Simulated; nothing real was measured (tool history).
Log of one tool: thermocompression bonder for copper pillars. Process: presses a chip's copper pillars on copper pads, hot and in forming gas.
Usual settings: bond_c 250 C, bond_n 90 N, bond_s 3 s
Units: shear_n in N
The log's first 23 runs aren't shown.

Run 24, hour 441.0: usual settings but bond_c 254 C, bond_n 70 N, bond_s 2 s. Result: shear_n 33.5 N.
Run 25, hour 455.3: usual settings but bond_n 110 N, bond_s 8 s. Result: shear_n 65.7 N.
Run 26, hour 467.5: usual settings but bond_n 110 N, bond_s 8 s. Result: shear_n 66.1 N.
At hour 478.3: forming gas filter changed.
Run 27, hour 481.9: usual settings but bond_n 110 N, bond_s 8 s. Result: shear_n 72.6 N.
Run 28, hour 495.5: usual settings but bond_c 234 C, bond_n 57 N, bond_s 6 s. Result: shear_n 31.9 N.
Run 29, hour 520.6: usual settings but bond_c 268 C, bond_n 70 N, bond_s 2 s. Result: shear_n 43.6 N.
Run 30, hour 541.4: usual settings but bond_c 277 C, bond_n 79 N, bond_s 6 s. Result: shear_n 70.0 N.
Run 31, hour 564.2: usual settings but bond_n 84 N, bond_s 6 s. Result: shear_n 56.5 N.
Run 32, hour 578.8: usual settings but bond_n 84 N, bond_s 6 s. Result: shear_n 56.6 N.
Run 33, hour 604.4: usual settings but bond_n 84 N, bond_s 6 s. Result: shear_n 56.1 N.
Run 34, hour 630.4: usual settings but bond_c 254 C, bond_s 9 s. Result: shear_n 67.3 N.
Run 35, hour 645.7: usual settings but bond_c 221 C, bond_n 73 N, bond_s 6 s. Result: shear_n 31.4 N.
Run 36, hour 663.8: usual settings but bond_c 221 C, bond_n 73 N, bond_s 6 s. Result: shear_n 31.2 N.
Run 37, hour 681.8: usual settings but bond_s 4 s. Result: shear_n 52.3 N.
Run 38, hour 696.3: usual settings but bond_c 251 C, bond_n 67 N, bond_s 6 s. Result: shear_n 47.0 N.
Run 39, hour 715.0: usual settings but bond_c 279 C, bond_n 67 N, bond_s 2 s. Result: shear_n 48.2 N.

5 ways to go on from here, each from the tool as it stands after run 39. What would each give?
Run A, hour 741.4: usual settings but bond_n 58 N, bond_s 7 s. Result: shear_n ?.
Run B, hour 741.4: usual settings but bond_c 241 C, bond_n 103 N, bond_s 2 s. Result: shear_n ?.
Run C, hour 741.4: usual settings but bond_c 230 C, bond_n 101 N, bond_s 2 s. Result: shear_n ?.
Run D, hour 741.4: usual settings but bond_c 263 C, bond_s 2 s. Result: shear_n ?.
Run E, hour 741.4: usual settings but bond_c 279 C, bond_n 67 N, bond_s 5 s. Result: shear_n ?.

run  shear_n
  A     42.1
  B     40.8
  C     33.6
  D     49.6
  E     60.8
Without the tool's hidden state the same runs would have given:
run  shear_n
  A     50.3
  B     49.2
  C     41.5
  D     57.7
  E     68.4

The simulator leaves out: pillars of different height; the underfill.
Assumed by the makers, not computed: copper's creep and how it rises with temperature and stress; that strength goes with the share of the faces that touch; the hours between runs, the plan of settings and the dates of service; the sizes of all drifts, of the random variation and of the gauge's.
